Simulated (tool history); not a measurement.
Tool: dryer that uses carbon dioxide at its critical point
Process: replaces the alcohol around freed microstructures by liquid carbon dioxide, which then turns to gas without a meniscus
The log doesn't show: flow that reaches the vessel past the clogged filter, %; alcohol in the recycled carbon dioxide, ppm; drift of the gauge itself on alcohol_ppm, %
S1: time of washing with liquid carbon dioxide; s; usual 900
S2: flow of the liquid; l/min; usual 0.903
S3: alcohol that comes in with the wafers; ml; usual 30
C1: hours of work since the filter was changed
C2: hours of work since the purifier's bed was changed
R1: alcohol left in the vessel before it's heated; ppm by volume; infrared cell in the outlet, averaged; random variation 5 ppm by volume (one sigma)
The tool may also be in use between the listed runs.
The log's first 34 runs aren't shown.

run 35 hour=260 | S1=600 S2=1.508 S3=31 | C1=26 C2=370 | R1=62
run 36 hour=265.4 | S1=600 S2=1.508 S3=31 | C1=29 C2=373 | R1=46
run 37 hour=272.6 | S1=720 S2=1.307 S3=78 | C1=33 C2=377 | R1=79
run 38 hour=280.1 | S1=720 S2=1.307 S3=78 | C1=37 C2=381 | R1=76
run 39 hour=284.8 | S1=720 S2=1.307 S3=78 | C1=40 C2=384 | R1=78
run 40 hour=290.4 | S1=720 S2=1.307 S3=78 | C1=43 C2=387 | R1=87
run 41 hour=295.3 | S1=840 S2=0.903 S3=79 | C1=46 C2=390 | R1=221
run 42 hour=305.6 | S1=900 S2=0.903 S3=45 | C1=51 C2=395 | R1=103

The next listed run, before its measurement:
run 43 hour=310.7 | S1=720 S2=0.564 S3=117 | C1=54 C2=398 | R1=?

R1: 3503 ppm by volume
Without the tool's hidden state the same run would have given R1 3199 ppm by volume.
